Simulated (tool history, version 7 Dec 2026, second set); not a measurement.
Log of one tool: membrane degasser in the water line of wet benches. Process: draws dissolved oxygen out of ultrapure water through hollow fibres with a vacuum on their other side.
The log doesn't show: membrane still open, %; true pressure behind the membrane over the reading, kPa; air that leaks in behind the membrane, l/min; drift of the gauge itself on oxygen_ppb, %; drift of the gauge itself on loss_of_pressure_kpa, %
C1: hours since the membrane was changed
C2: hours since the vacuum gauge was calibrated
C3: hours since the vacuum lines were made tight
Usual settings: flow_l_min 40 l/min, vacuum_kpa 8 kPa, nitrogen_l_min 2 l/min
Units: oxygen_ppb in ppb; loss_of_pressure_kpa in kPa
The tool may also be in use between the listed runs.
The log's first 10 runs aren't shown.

{"run": 11, "hour": 1141.8, "flow_l_min": 61, "vacuum_kpa": 8, "nitrogen_l_min": 2.67, "C1": 4544, "C2": 1907, "C3": 10557, "oxygen_ppb": 517.3, "loss_of_pressure_kpa": 57.65}
{"run": 12, "hour": 1260.6, "flow_l_min": 61, "vacuum_kpa": 8, "nitrogen_l_min": 2.67, "C1": 4663, "C2": 2026, "C3": 10676, "oxygen_ppb": 513.3, "loss_of_pressure_kpa": 57.98}
{"run": 13, "hour": 1426.8, "flow_l_min": 33, "vacuum_kpa": 8, "nitrogen_l_min": 2.67, "C1": 4829, "C2": 2192, "C3": 10842, "oxygen_ppb": 221.6, "loss_of_pressure_kpa": 31.34}
{"run": 14, "hour": 1550.8, "flow_l_min": 31, "vacuum_kpa": 8, "nitrogen_l_min": 2, "C1": 4953, "C2": 2316, "C3": 10966, "oxygen_ppb": 240, "loss_of_pressure_kpa": 29.28}
{"run": 15, "hour": 1629.7, "flow_l_min": 40, "vacuum_kpa": 8, "nitrogen_l_min": 2, "C1": 5032, "C2": 2395, "C3": 11045, "oxygen_ppb": 332.3, "loss_of_pressure_kpa": 37.86}
{"run": 16, "hour": 1737.0, "flow_l_min": 40, "vacuum_kpa": 8, "nitrogen_l_min": 2, "C1": 5139, "C2": 2502, "C3": 11153, "oxygen_ppb": 335.9, "loss_of_pressure_kpa": 38.3}
{"run": 17, "hour": 1909.9, "flow_l_min": 47, "vacuum_kpa": 13.33, "nitrogen_l_min": 2, "C1": 5312, "C2": 2675, "C3": 11325, "oxygen_ppb": 658.5, "loss_of_pressure_kpa": 44.72}
{"run": 18, "hour": 2000.8, "flow_l_min": 34, "vacuum_kpa": 5.56, "nitrogen_l_min": 1.26, "C1": 5403, "C2": 2766, "C3": 11416, "oxygen_ppb": 228.7, "loss_of_pressure_kpa": 32.43}
{"run": 19, "hour": 2146.6, "flow_l_min": 50, "vacuum_kpa": 11.63, "nitrogen_l_min": 1.46, "C1": 5549, "C2": 2912, "C3": 11562, "oxygen_ppb": 745.5, "loss_of_pressure_kpa": 47.84}
{"run": 20, "hour": 2273.7, "flow_l_min": 50, "vacuum_kpa": 11.63, "nitrogen_l_min": 1.46, "C1": 5676, "C2": 3039, "C3": 11689, "oxygen_ppb": 748, "loss_of_pressure_kpa": 47.61}
{"hour": 2365.3, "done": "seals of the vacuum lines changed"}
{"run": 21, "hour": 2430.1, "flow_l_min": 45, "vacuum_kpa": 11.63, "nitrogen_l_min": 1.52, "C1": 5830, "C2": 3193, "C3": 65, "oxygen_ppb": 663.5, "loss_of_pressure_kpa": 43.14}
{"run": 22, "hour": 2558.9, "flow_l_min": 45, "vacuum_kpa": 11.63, "nitrogen_l_min": 1.52, "C1": 5959, "C2": 3322, "C3": 194, "oxygen_ppb": 656.4, "loss_of_pressure_kpa": 43.13}
{"run": 23, "hour": 2684.5, "flow_l_min": 45, "vacuum_kpa": 11.63, "nitrogen_l_min": 1.52, "C1": 6085, "C2": 3447, "C3": 319, "oxygen_ppb": 665.3, "loss_of_pressure_kpa": 43.2}
{"run": 24, "hour": 2849.3, "flow_l_min": 45, "vacuum_kpa": 11.63, "nitrogen_l_min": 1.52, "C1": 6250, "C2": 3612, "C3": 484, "oxygen_ppb": 660.8, "loss_of_pressure_kpa": 43.17}
{"run": 25, "hour": 3011.3, "flow_l_min": 46, "vacuum_kpa": 5.68, "nitrogen_l_min": 2.79, "C1": 6411, "C2": 3774, "C3": 646, "oxygen_ppb": 277.5, "loss_of_pressure_kpa": 44.22}
{"run": 26, "hour": 3146.3, "flow_l_min": 39, "vacuum_kpa": 11.49, "nitrogen_l_min": 3.78, "C1": 6547, "C2": 3909, "C3": 781, "oxygen_ppb": 320.8, "loss_of_pressure_kpa": 37.64}
{"hour": 3264.2, "done": "vacuum gauge calibrated"}
{"run": 27, "hour": 3272.3, "flow_l_min": 40, "vacuum_kpa": 8, "nitrogen_l_min": 1.88, "C1": 6672, "C2": 8, "C3": 906, "oxygen_ppb": 348.7, "loss_of_pressure_kpa": 38.44}
{"run": 28, "hour": 3362.5, "flow_l_min": 40, "vacuum_kpa": 8, "nitrogen_l_min": 1.88, "C1": 6762, "C2": 98, "C3": 997, "oxygen_ppb": 345.6, "loss_of_pressure_kpa": 38.53}

Forecast run 29:
{"run": 29, "hour": 3532.6, "flow_l_min": 54, "vacuum_kpa": 8.85, "nitrogen_l_min": 1.06, "C1": 6932, "C2": 268, "C3": 1167, "oxygen_ppb": "?", "loss_of_pressure_kpa": "?"}

oxygen_ppb: 751 ppb
loss_of_pressure_kpa: 51.79 kPa
Without the tool's hidden state the same run would have given oxygen_ppb 714.1 ppb, loss_of_pressure_kpa 49.14 kPa.
